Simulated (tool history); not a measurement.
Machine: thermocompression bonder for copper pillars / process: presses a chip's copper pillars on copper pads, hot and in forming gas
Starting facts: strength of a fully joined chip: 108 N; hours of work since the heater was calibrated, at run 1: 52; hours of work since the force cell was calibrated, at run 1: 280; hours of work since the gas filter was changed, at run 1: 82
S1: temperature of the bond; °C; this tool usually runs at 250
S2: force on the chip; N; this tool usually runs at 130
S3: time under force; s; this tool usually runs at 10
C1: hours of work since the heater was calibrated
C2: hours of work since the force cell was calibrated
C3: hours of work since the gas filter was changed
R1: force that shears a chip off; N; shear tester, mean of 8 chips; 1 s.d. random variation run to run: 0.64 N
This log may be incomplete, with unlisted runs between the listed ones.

run,day,S1,S2,S3,C1,C2,C3,R1
1,0,250,130,10,52,280,82,71.3
2,0.917,250,130,10,67,295,97,69.9
3,2,250,130,10,86,313,115,70.7
4,2.558,250,130,10,95,322,125,70.4
5,3.038,250,125,10,103,330,133,67.2
6,3.842,250,125,10,116,344,146,67.8
7,4.312,250,125,10,124,352,154,68.2
8,4.879,250,130,10,134,361,164,69.2
9,5.333,250,130,10,141,369,171,70.9
10,6.138,254,130,10,155,382,185,72.4
11,6.629,267,130,10,163,390,193,80.9
12,7.388,252,130,10,176,403,206,72.1
13,7.962,250,130,10,185,413,215,69.7
14,8.812,250,130,10,200,427,229,72.2
15,9.621,250,130,10,213,440,243,71.7
16,10.483,250,130,17,228,455,257,81.2
17,11.354,250,130,17,242,469,272,80.1
18,12.029,250,130,17,253,481,283,80.6
19,12.788,250,130,17,266,493,296,80.1
20,13.567,250,130,22,279,506,309,85.2
# day 13.746: heater calibrated with a thermocouple chip
21,14.729,267,144,10,16,524,327,86.3
22,15.183,267,144,6,24,532,335,76.8
23,15.646,250,102,11,32,540,342,62.9
24,16.338,268,99,11,43,551,354,73.5
# day 16.583: forming gas filter changed
25,17.271,268,99,11,59,567,12,75.7
26,17.967,268,102,11,70,578,23,78.3
27,18.479,270,117,6,79,587,32,73
# day 18.838: heater calibrated with a thermocouple chip, once more
28,19.5,270,117,6,11,603,47,69.1
29,20.421,250,122,10,26,618,63,67.7
30,21.138,250,122,10,38,630,75,67.4
31,21.742,248,167,10,49,640,85,78.9
32,22.196,250,79,6,56,648,92,39.8
33,22.821,267,184,10,67,658,103,91.3
34,23.538,267,184,10,79,670,115,92.3
35,23.983,272,184,10,86,678,122,95.4
36,25.033,272,184,10,104,695,140,95.8
37,25.654,272,184,10,114,705,150,94.1
38,26.121,234,130,10,122,713,158,58.5
39,26.929,236,169,10,135,727,172,71.2

3 options for the next run, each taken on its own from the tool as it stands now. Forecast them:
A,27.525,250,130,19,145,737,182,?
B,27.525,239,167,12,145,737,182,?
C,27.525,221,93,10,145,737,182,?

run,R1
A,82.5
B,76.2
C,37.2
With no hidden state in the tool, these same runs would have given:
run,R1
A,83.9
B,77.4
C,37.7
